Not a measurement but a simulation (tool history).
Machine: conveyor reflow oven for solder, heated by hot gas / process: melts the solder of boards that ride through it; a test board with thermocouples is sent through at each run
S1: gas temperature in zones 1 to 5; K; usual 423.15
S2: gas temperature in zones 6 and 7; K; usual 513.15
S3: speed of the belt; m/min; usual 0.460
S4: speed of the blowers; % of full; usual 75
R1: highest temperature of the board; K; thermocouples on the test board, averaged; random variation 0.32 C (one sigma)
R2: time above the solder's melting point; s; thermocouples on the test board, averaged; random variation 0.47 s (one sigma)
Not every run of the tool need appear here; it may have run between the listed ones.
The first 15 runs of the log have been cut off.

| run | hour | S1 | S2 | S3 | S4 | R1 | R2 |
|---|---|---|---|---|---|---|---|
| 16 | 348.2 | 423.15 | 523.15 | 0.460 | 63 | 501.95 | 84.4 |
| 17 | 368.8 | 416.15 | 505.15 | 0.460 | 70 | 487.05 | 67.6 |
| 18 | 401.5 | 435.15 | 513.15 | 0.460 | 80 | 500.15 | 89.4 |
| 19 | 432.1 | 420.15 | 512.15 | 0.528 | 70 | 488.75 | 61.1 |
| 20 | 452.9 | 412.15 | 519.15 | 0.462 | 62 | 494.25 | 73.3 |
| 21 | 473.9 | 412.15 | 519.15 | 0.462 | 62 | 494.45 | 73.0 |
| 22 | 497.2 | 416.15 | 504.15 | 0.460 | 75 | 487.25 | 68.2 |
|  | 535.8 | flux residue cleaned out of gas plates and filters |
| 23 | 535.8 | 423.15 | 505.15 | 0.460 | 75 | 492.85 | 77.6 |
| 24 | 569.9 | 423.15 | 525.15 | 0.504 | 89 | 509.35 | 80.9 |
| 25 | 596.1 | 423.15 | 513.15 | 0.460 | 89 | 501.65 | 84.8 |
| 26 | 625.4 | 424.15 | 502.15 | 0.481 | 65 | 485.65 | 68.2 |
| 27 | 641.1 | 424.15 | 502.15 | 0.481 | 65 | 486.45 | 68.8 |
| 28 | 660.4 | 421.15 | 527.15 | 0.404 | 54 | 509.15 | 101.1 |
|  | 692.5 | belt drive overhauled, speed set with a stopwatch |
| 29 | 700.1 | 438.15 | 506.15 | 0.460 | 80 | 494.55 | 86.1 |
| 30 | 716.8 | 432.15 | 503.15 | 0.460 | 75 | 490.45 | 78.1 |
| 31 | 750.7 | 432.15 | 503.15 | 0.460 | 75 | 490.05 | 78.3 |

Consider 4 possible next runs. They are alternatives, not a sequence: every one starts from the tool as it was left by run 31. What does each give?
| A | 765.9 | 423.15 | 513.15 | 0.460 | 57 | ? | ? |
| B | 765.9 | 410.15 | 503.15 | 0.460 | 81 | ? | ? |
| C | 765.9 | 434.15 | 503.15 | 0.460 | 75 | ? | ? |
| D | 765.9 | 427.15 | 513.15 | 0.458 | 77 | ? | ? |

| run | R1 | R2 |
|---|---|---|
| A | 492.45 | 74.0 |
| B | 486.75 | 64.5 |
| C | 490.25 | 79.6 |
| D | 498.15 | 82.2 |
Had the tool no hidden state, the same runs would have come out as:
| run | R1 | R2 |
|---|---|---|
| A | 492.25 | 73.9 |
| B | 486.65 | 64.9 |
| C | 489.75 | 79.4 |
| D | 497.95 | 82.0 |
